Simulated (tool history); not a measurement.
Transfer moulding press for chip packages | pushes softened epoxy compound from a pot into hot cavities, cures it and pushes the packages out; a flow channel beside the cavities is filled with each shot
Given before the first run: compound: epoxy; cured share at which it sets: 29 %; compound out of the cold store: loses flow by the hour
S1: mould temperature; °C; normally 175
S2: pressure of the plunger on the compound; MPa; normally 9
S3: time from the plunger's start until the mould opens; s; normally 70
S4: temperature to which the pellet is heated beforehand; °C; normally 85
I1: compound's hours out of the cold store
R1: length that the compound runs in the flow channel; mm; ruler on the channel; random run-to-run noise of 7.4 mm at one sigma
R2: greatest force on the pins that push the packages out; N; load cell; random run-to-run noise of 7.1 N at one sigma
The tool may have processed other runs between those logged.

run,hour,S1,S2,S3,S4,I1,R1,R2
1,0,175,9,70,85,31.9,739,364
2,9.6,175,9,70,85,18.1,808,412
3,17.2,175,9,70,85,21.3,784,431
4,25,175,9,70,85,40.1,698,409
5,34.7,175,9,70,85,34.1,723,438
6,43.8,170,9,70,85,13.4,832,704
7,51.6,175,9,70,91,24.9,767,460
8,59.9,175,9,70,91,27.3,743,468
9,71.4,175,9,70,91,14.1,814,480
# hour 78: cavities cleaned with cleaning compound and waxed
10,82.2,175,9,70,91,46.9,655,277
11,92.7,177,9,70,85,20.3,784,299
12,103.2,175,10.01,70,85,16.2,841,366
13,110.5,175,9,70,85,28.2,733,376
14,119.9,175,9,70,85,36.5,711,370
15,130.7,175,9,70,85,41.1,683,418
16,142.7,175,9,70,85,26.9,738,436
17,154.5,182,9,96,85,23.4,747,291
18,162.5,182,9,96,85,15.9,781,296
19,172.3,182,7.6,89,85,25.1,672,326
# hour 180.9: cavities cleaned with cleaning compound and waxed
20,183,175,9.87,70,86,25.3,765,283
21,190.8,177,7.33,70,91,11.1,734,281
# hour 199.8: mould's thermocouples calibrated
22,204.4,181,6.83,110,84,10.7,705,223
23,213.1,175,7.05,82,85,46.3,569,281
24,221.8,175,7.05,82,85,40.1,604,293
# hour 228: plunger's sealing rings changed
25,231.4,175,9.87,82,91,26.3,831,319
26,241.7,175,8.99,89,87,30.7,753,300
27,254.5,175,8.99,89,87,31.9,752,328
28,266,181,8.99,87,87,11.8,837,313
29,273.8,181,8.99,87,87,12.6,842,314

Below are 3 alternative next runs, each starting from the tool's condition after run 29. Predict each:
A,281.9,181,8.99,79,78,13.1,?,?
B,281.9,175,9,56,82,34.9,?,?
C,281.9,182,9.66,68,87,47.7,?,?

run,R1,R2
A,832,339
B,733,901
C,687,340
Take away the tool's hidden state, keep each run's random variation, and the runs would have read:
run,R1,R2
A,840,194
B,740,509
C,694,194
